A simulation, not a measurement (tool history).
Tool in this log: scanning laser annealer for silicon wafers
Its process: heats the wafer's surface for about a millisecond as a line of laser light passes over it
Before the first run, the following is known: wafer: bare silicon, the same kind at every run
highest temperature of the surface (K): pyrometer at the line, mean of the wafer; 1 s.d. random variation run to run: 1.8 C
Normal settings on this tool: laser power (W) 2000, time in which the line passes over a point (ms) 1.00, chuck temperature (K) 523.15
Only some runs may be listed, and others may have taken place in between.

run,hour,laser power (W),time in which the line passes over a point (ms),chuck temperature (K),highest temperature of the surface (K)
1,0.0,2000,1.00,523.15,1296.15
2,77.0,2000,1.03,523.15,1308.15
3,144.7,2000,1.00,523.15,1294.15
# hour 190.3: window over the wafer cleaned
4,190.3,2000,1.00,523.15,1297.15
5,261.7,2000,1.00,499.15,1270.15
6,354.6,2000,0.85,523.15,1237.15
7,396.8,2000,1.00,541.15,1313.15
8,485.0,2000,1.00,541.15,1313.15
9,533.3,2000,1.00,541.15,1312.15
10,573.7,2000,1.00,523.15,1295.15
11,651.0,2000,1.00,523.15,1296.15
12,697.3,2000,1.00,523.15,1295.15
13,747.1,2000,0.99,523.15,1291.15
14,829.0,2000,0.99,523.15,1288.15
15,892.9,2000,0.99,523.15,1291.15
16,983.9,2000,0.99,523.15,1288.15
# hour 1043.5: window over the wafer cleaned
17,1052.9,2000,0.99,523.15,1294.15
18,1098.3,2000,0.99,523.15,1290.15
19,1191.4,2000,0.99,523.15,1293.15
# hour 1218.2: optics aligned, line set to its width
20,1279.2,2000,0.99,523.15,1295.15
21,1342.4,2000,0.99,523.15,1293.15
22,1402.5,2000,1.00,517.15,1289.15
23,1494.6,2000,1.08,531.15,1335.15
24,1541.7,2000,0.82,491.15,1189.15
25,1593.4,2083,0.73,484.15,1173.15
26,1680.1,2083,1.16,528.15,1401.15
27,1750.4,2000,0.79,543.15,1232.15
28,1846.2,2000,0.79,543.15,1225.15
# hour 1903.3: window over the wafer cleaned
29,1943.4,1721,0.80,487.15,1067.15
30,2000.0,1807,1.00,551.15,1238.15
31,2082.4,2184,1.00,553.15,1407.15
32,2127.8,2184,1.00,553.15,1409.15
33,2223.4,2184,1.00,553.15,1409.15
34,2302.5,1748,0.96,523.15,1172.15
35,2379.1,1748,0.96,523.15,1169.15
36,2456.1,1748,0.96,523.15,1175.15
37,2504.6,1926,1.04,484.15,1241.15
38,2586.2,1926,1.04,484.15,1243.15
39,2627.1,1833,0.90,558.15,1220.15
40,2686.7,2000,1.00,526.15,1299.15

Below are 4 alternative next runs, each starting from the tool's condition after run 40. Predict each:
A,2736.3,1859,1.00,526.15,?
B,2736.3,2000,0.88,539.15,?
C,2736.3,1954,1.13,558.15,?
D,2736.3,2000,1.09,523.15,?

run,highest temperature of the surface (K)
A,1235.15
B,1263.15
C,1361.15
D,1332.15
Take away the tool's hidden state, keep each run's random variation, and the runs would have read:
run,highest temperature of the surface (K)
A,1236.15
B,1264.15
C,1362.15
D,1333.15
